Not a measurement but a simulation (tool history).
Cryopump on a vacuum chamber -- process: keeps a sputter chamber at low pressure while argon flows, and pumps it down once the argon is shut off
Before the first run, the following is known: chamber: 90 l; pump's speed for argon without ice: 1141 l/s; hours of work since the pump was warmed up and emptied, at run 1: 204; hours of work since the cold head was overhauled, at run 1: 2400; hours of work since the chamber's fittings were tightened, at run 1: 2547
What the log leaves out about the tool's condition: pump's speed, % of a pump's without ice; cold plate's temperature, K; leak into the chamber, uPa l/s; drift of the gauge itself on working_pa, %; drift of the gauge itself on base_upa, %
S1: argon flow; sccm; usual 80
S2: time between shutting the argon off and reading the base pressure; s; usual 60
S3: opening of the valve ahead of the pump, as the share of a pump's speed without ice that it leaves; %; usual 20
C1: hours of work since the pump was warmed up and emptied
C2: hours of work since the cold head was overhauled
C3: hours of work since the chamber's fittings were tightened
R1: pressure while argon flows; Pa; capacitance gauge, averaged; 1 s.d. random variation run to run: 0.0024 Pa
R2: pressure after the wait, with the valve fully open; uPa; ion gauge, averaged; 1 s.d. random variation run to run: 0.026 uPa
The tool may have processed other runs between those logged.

{"run": 1, "hour": 0.0, "S1": 80, "S2": 60, "S3": 20, "C1": 204, "C2": 2400, "C3": 2547, "R1": 0.6141, "R2": 2.13}
{"run": 2, "hour": 88.2, "S1": 80, "S2": 60, "S3": 20, "C1": 269, "C2": 2464, "C3": 2611, "R1": 0.6126, "R2": 2.22}
{"run": 3, "hour": 161.2, "S1": 80, "S2": 60, "S3": 20, "C1": 322, "C2": 2517, "C3": 2664, "R1": 0.6152, "R2": 2.29}
{"run": 4, "hour": 249.0, "S1": 80, "S2": 60, "S3": 20, "C1": 386, "C2": 2581, "C3": 2728, "R1": 0.6233, "R2": 2.32}
{"run": 5, "hour": 306.3, "S1": 80, "S2": 21, "S3": 20, "C1": 427, "C2": 2623, "C3": 2770, "R1": 0.6223, "R2": 4.05}
{"run": 6, "hour": 385.0, "S1": 80, "S2": 60, "S3": 20, "C1": 485, "C2": 2680, "C3": 2827, "R1": 0.6264, "R2": 2.5}
{"run": 7, "hour": 443.9, "S1": 80, "S2": 60, "S3": 20, "C1": 527, "C2": 2723, "C3": 2870, "R1": 0.6291, "R2": 2.58}
{"run": 8, "hour": 517.5, "S1": 80, "S2": 60, "S3": 20, "C1": 581, "C2": 2776, "C3": 2923, "R1": 0.6306, "R2": 2.64}
{"run": 9, "hour": 559.7, "S1": 80, "S2": 60, "S3": 20, "C1": 612, "C2": 2807, "C3": 2954, "R1": 0.6361, "R2": 2.67}
{"run": 10, "hour": 597.0, "S1": 80, "S2": 41, "S3": 20, "C1": 639, "C2": 2834, "C3": 2981, "R1": 0.6396, "R2": 3.13}
{"run": 11, "hour": 657.2, "S1": 80, "S2": 41, "S3": 20, "C1": 683, "C2": 2878, "C3": 3025, "R1": 0.6465, "R2": 3.24}
{"hour": 680.3, "done": "pump warmed up, emptied and cooled again"}
{"run": 12, "hour": 716.3, "S1": 80, "S2": 41, "S3": 20, "C1": 26, "C2": 2917, "C3": 3064, "R1": 0.5988, "R2": 2.64}
{"run": 13, "hour": 786.9, "S1": 74, "S2": 60, "S3": 20, "C1": 78, "C2": 2969, "C3": 3116, "R1": 0.5544, "R2": 2.38}
{"run": 14, "hour": 858.9, "S1": 80, "S2": 60, "S3": 20, "C1": 130, "C2": 3021, "C3": 3168, "R1": 0.5997, "R2": 2.42}
{"run": 15, "hour": 946.4, "S1": 71, "S2": 60, "S3": 20, "C1": 194, "C2": 3085, "C3": 3232, "R1": 0.5429, "R2": 2.56}
{"run": 16, "hour": 990.9, "S1": 55, "S2": 124, "S3": 15, "C1": 226, "C2": 3117, "C3": 3264, "R1": 0.5512, "R2": 2.06}
{"run": 17, "hour": 1056.3, "S1": 138, "S2": 60, "S3": 20, "C1": 274, "C2": 3165, "C3": 3312, "R1": 1.0595, "R2": 2.61}
{"run": 18, "hour": 1115.4, "S1": 80, "S2": 57, "S3": 20, "C1": 317, "C2": 3208, "C3": 3355, "R1": 0.6138, "R2": 2.69}
{"run": 19, "hour": 1175.5, "S1": 43, "S2": 28, "S3": 20, "C1": 360, "C2": 3251, "C3": 3399, "R1": 0.3349, "R2": 3.58}
{"run": 20, "hour": 1231.0, "S1": 85, "S2": 40, "S3": 40, "C1": 401, "C2": 3292, "C3": 3439, "R1": 0.349, "R2": 3.14}
{"run": 21, "hour": 1293.5, "S1": 85, "S2": 40, "S3": 40, "C1": 446, "C2": 3337, "C3": 3485, "R1": 0.3509, "R2": 3.22}
{"hour": 1348.1, "done": "leaking fittings of the chamber tightened, without venting"}
{"run": 22, "hour": 1384.5, "S1": 80, "S2": 20, "S3": 28, "C1": 511, "C2": 3402, "C3": 27, "R1": 0.4637, "R2": 2.83}
{"run": 23, "hour": 1422.5, "S1": 80, "S2": 20, "S3": 28, "C1": 539, "C2": 3430, "C3": 54, "R1": 0.464, "R2": 2.93}
{"run": 24, "hour": 1500.7, "S1": 80, "S2": 60, "S3": 16, "C1": 596, "C2": 3487, "C3": 111, "R1": 0.7904, "R2": 1.34}
{"run": 25, "hour": 1586.1, "S1": 114, "S2": 116, "S3": 20, "C1": 658, "C2": 3549, "C3": 173, "R1": 0.9193, "R2": 1.02}
{"hour": 1642.4, "done": "pump warmed up, emptied and cooled again"}
{"run": 26, "hour": 1662.1, "S1": 118, "S2": 115, "S3": 20, "C1": 14, "C2": 3600, "C3": 225, "R1": 0.8851, "R2": 0.91}
{"run": 27, "hour": 1716.0, "S1": 45, "S2": 135, "S3": 20, "C1": 54, "C2": 3640, "C3": 264, "R1": 0.3397, "R2": 0.8}
{"run": 28, "hour": 1791.3, "S1": 80, "S2": 60, "S3": 41, "C1": 108, "C2": 3694, "C3": 319, "R1": 0.2992, "R2": 1.29}
{"run": 29, "hour": 1837.5, "S1": 111, "S2": 61, "S3": 28, "C1": 142, "C2": 3728, "C3": 352, "R1": 0.6054, "R2": 1.32}

5 options for the next run, each taken on its own from the tool as it stands now. Forecast them:
{"run": "A", "hour": 1921.8, "S1": 111, "S2": 27, "S3": 28, "C1": 203, "C2": 3789, "C3": 414, "R1": "?", "R2": "?"}
{"run": "B", "hour": 1921.8, "S1": 111, "S2": 72, "S3": 28, "C1": 203, "C2": 3789, "C3": 414, "R1": "?", "R2": "?"}
{"run": "C", "hour": 1921.8, "S1": 125, "S2": 217, "S3": 28, "C1": 203, "C2": 3789, "C3": 414, "R1": "?", "R2": "?"}
{"run": "D", "hour": 1921.8, "S1": 87, "S2": 101, "S3": 33, "C1": 203, "C2": 3789, "C3": 414, "R1": "?", "R2": "?"}
{"run": "E", "hour": 1921.8, "S1": 80, "S2": 65, "S3": 20, "C1": 203, "C2": 3789, "C3": 414, "R1": "?", "R2": "?"}

run=A R1=0.6091 R2=2.42
run=B R1=0.6087 R2=1.17
run=C R1=0.6857 R2=0.78
run=D R1=0.4068 R2=1.02
run=E R1=0.6093 R2=1.3
Without the tool's hidden state the same runs would have given:
run=A R1=0.5865 R2=2.14
run=B R1=0.586 R2=0.89
run=C R1=0.6602 R2=0.49
run=D R1=0.3891 R2=0.74
run=E R1=0.593 R2=1.02

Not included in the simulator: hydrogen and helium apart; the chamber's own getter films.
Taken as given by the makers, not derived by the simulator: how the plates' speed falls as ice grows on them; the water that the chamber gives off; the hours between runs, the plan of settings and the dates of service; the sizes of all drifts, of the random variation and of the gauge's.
